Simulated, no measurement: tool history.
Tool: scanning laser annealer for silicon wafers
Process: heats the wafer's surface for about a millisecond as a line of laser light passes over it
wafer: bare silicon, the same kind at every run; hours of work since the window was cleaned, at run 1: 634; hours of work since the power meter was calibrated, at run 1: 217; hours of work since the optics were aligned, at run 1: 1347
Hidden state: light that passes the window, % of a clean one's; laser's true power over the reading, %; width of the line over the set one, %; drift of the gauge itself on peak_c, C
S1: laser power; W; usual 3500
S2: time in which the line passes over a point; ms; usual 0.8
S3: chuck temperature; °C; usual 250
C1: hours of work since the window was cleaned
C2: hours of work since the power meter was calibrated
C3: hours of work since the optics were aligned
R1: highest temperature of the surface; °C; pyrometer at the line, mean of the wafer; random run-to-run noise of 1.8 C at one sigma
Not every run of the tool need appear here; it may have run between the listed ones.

Run 1, hour 0: usual settings; C1 634; C2 217; C3 1347. Result: R1 947 °C.
Run 2, hour 11.7: usual settings but S2 0.989 ms; C1 639; C2 222; C3 1352. Result: R1 1027 °C.
Run 3, hour 25.5: usual settings but S2 0.989 ms; C1 644; C2 228; C3 1358. Result: R1 1026 °C.
Run 4, hour 42.8: usual settings; C1 652; C2 235; C3 1365. Result: R1 950 °C.
Run 5, hour 60.9: usual settings; C1 659; C2 243; C3 1373. Result: R1 944 °C.
Run 6, hour 82.2: usual settings; C1 668; C2 252; C3 1382. Result: R1 944 °C.
Run 7, hour 93.8: usual settings but S2 0.605 ms; C1 673; C2 256; C3 1387. Result: R1 857 °C.
Run 8, hour 112.8: usual settings; C1 681; C2 264; C3 1394. Result: R1 944 °C.
Run 9, hour 128.1: usual settings but S3 248 °C; C1 687; C2 271; C3 1401. Result: R1 943 °C.
Run 10, hour 144.7: usual settings; C1 694; C2 278; C3 1408. Result: R1 941 °C.
Run 11, hour 160.6: usual settings but S1 3024 W; C1 701; C2 284; C3 1414. Result: R1 826 °C.
Run 12, hour 175.2: usual settings but S1 3024 W; C1 707; C2 290; C3 1420. Result: R1 826 °C.
Run 13, hour 191.5: usual settings but S3 235 °C; C1 714; C2 297; C3 1427. Result: R1 925 °C.
Run 14, hour 216.2: usual settings but S2 0.589 ms, S3 235 °C; C1 724; C2 307; C3 1437. Result: R1 830 °C.
Run 15, hour 237.2: usual settings but S2 0.589 ms, S3 235 °C; C1 733; C2 316; C3 1446. Result: R1 831 °C.
At hour 251.8: window over the wafer cleaned.
Run 16, hour 263.6: usual settings but S2 0.589 ms, S3 235 °C; C1 5; C2 326; C3 1456. Result: R1 862 °C.
Run 17, hour 289.1: usual settings but S2 0.86 ms; C1 16; C2 337; C3 1467. Result: R1 1006 °C.
Run 18, hour 311.1: usual settings but S3 229 °C; C1 25; C2 346; C3 1476. Result: R1 961 °C.
Run 19, hour 335: usual settings but S1 3712 W; C1 35; C2 356; C3 1486. Result: R1 1037 °C.
Run 20, hour 349.6: usual settings; C1 41; C2 362; C3 1492. Result: R1 978 °C.
Run 21, hour 371.1: usual settings but S2 0.755 ms, S3 231 °C; C1 50; C2 371; C3 1501. Result: R1 938 °C.
Run 22, hour 389.2: usual settings but S2 0.755 ms, S3 244 °C; C1 57; C2 378; C3 1509. Result: R1 951 °C.
Run 23, hour 407.9: usual settings but S1 3020 W, S2 0.731 ms, S3 262 °C; C1 65; C2 386; C3 1516. Result: R1 838 °C.
Run 24, hour 428.2: usual settings but S1 3020 W, S2 0.731 ms, S3 262 °C; C1 73; C2 395; C3 1525. Result: R1 837 °C.
Run 25, hour 440.7: usual settings but S1 3020 W, S2 0.921 ms, S3 262 °C; C1 79; C2 400; C3 1530. Result: R1 911 °C.
Run 26, hour 451.6: usual settings but S1 3097 W, S2 0.684 ms, S3 277 °C; C1 83; C2 404; C3 1535. Result: R1 853 °C.
Run 27, hour 475.4: usual settings but S1 3097 W, S2 0.684 ms, S3 277 °C; C1 93; C2 414; C3 1544. Result: R1 852 °C.
Run 28, hour 495.5: usual settings but S1 3224 W, S2 0.592 ms, S3 277 °C; C1 101; C2 423; C3 1553. Result: R1 841 °C.
Run 29, hour 515.3: usual settings but S1 3146 W, S2 0.847 ms, S3 290 °C; C1 110; C2 431; C3 1561. Result: R1 942 °C.
Run 30, hour 536: usual settings but S1 3146 W, S2 0.847 ms, S3 290 °C; C1 118; C2 440; C3 1570. Result: R1 943 °C.
Run 31, hour 561.7: usual settings but S1 3522 W, S2 0.83 ms, S3 273 °C; C1 129; C2 450; C3 1580. Result: R1 1018 °C.
Run 32, hour 572.7: usual settings but S1 3668 W, S2 0.669 ms, S3 254 °C; C1 133; C2 455; C3 1585. Result: R1 958 °C.
Run 33, hour 591.7: usual settings but S1 3789 W, S2 0.676 ms; C1 141; C2 463; C3 1593. Result: R1 987 °C.
Run 34, hour 613.6: usual settings but S1 3789 W, S2 0.676 ms; C1 151; C2 472; C3 1602. Result: R1 987 °C.
Run 35, hour 636.4: usual settings but S1 3789 W, S2 0.676 ms; C1 160; C2 481; C3 1611. Result: R1 988 °C.
Run 36, hour 655.9: usual settings but S1 3789 W, S2 0.792 ms, S3 240 °C; C1 168; C2 489; C3 1620. Result: R1 1030 °C.
Run 37, hour 669.9: usual settings but S1 3162 W, S2 0.608 ms; C1 174; C2 495; C3 1625. Result: R1 803 °C.
Run 38, hour 693.7: usual settings but S1 3162 W, S2 0.881 ms; C1 184; C2 505; C3 1635. Result: R1 915 °C.
Run 39, hour 708.2: usual settings but S1 3162 W, S2 0.881 ms, S3 276 °C; C1 190; C2 511; C3 1641. Result: R1 944 °C.

Below are 4 alternative next runs, each starting from the tool's condition after run 39. Predict each:
Run A, hour 727.3: usual settings but S1 3847 W; C1 198; C2 519; C3 1649. Result: R1 ?.
Run B, hour 727.3: usual settings but S1 3763 W, S3 278 °C; C1 198; C2 519; C3 1649. Result: R1 ?.
Run C, hour 727.3: usual settings but S1 3016 W, S2 0.881 ms, S3 276 °C; C1 198; C2 519; C3 1649. Result: R1 ?.
Run D, hour 727.3: usual settings but S1 3344 W, S2 0.825 ms, S3 242 °C; C1 198; C2 519; C3 1649. Result: R1 ?.

run    R1
  A  1059
  B  1070
  C   902
  D   929
Without the tool's hidden state the same runs would have given:
run    R1
  A  1094
  B  1104
  C   929
  D   959
